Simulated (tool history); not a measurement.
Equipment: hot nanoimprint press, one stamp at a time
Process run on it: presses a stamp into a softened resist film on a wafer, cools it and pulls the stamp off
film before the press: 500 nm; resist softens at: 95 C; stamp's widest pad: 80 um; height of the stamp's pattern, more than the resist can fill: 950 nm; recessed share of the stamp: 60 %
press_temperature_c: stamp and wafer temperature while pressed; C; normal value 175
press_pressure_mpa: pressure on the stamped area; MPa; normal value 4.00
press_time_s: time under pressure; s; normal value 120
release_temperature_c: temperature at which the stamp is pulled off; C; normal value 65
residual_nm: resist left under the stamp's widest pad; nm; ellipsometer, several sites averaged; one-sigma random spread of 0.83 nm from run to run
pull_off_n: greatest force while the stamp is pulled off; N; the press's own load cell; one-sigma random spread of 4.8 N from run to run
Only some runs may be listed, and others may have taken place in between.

run,day,press_temperature_c,press_pressure_mpa,press_time_s,release_temperature_c,residual_nm,pull_off_n
1,0.000,175,4.00,120,65,184.4,240
2,0.188,175,4.00,120,65,182.7,248
3,0.471,175,3.92,120,65,185.0,234
4,0.896,175,4.00,156,65,167.0,232
5,1.175,175,4.00,156,65,166.3,237
6,1.625,175,4.00,156,65,165.5,240
7,1.862,175,4.00,103,66,193.7,233

Run 8 is up next; what results do you expect?
8,2.288,175,4.00,103,66,?,?

Run 8 gave residual_nm 192.1 nm, pull_off_n 239 N.
Minus the tool's unlogged condition, the same run would have read residual_nm 193.2 nm, pull_off_n 238 N.
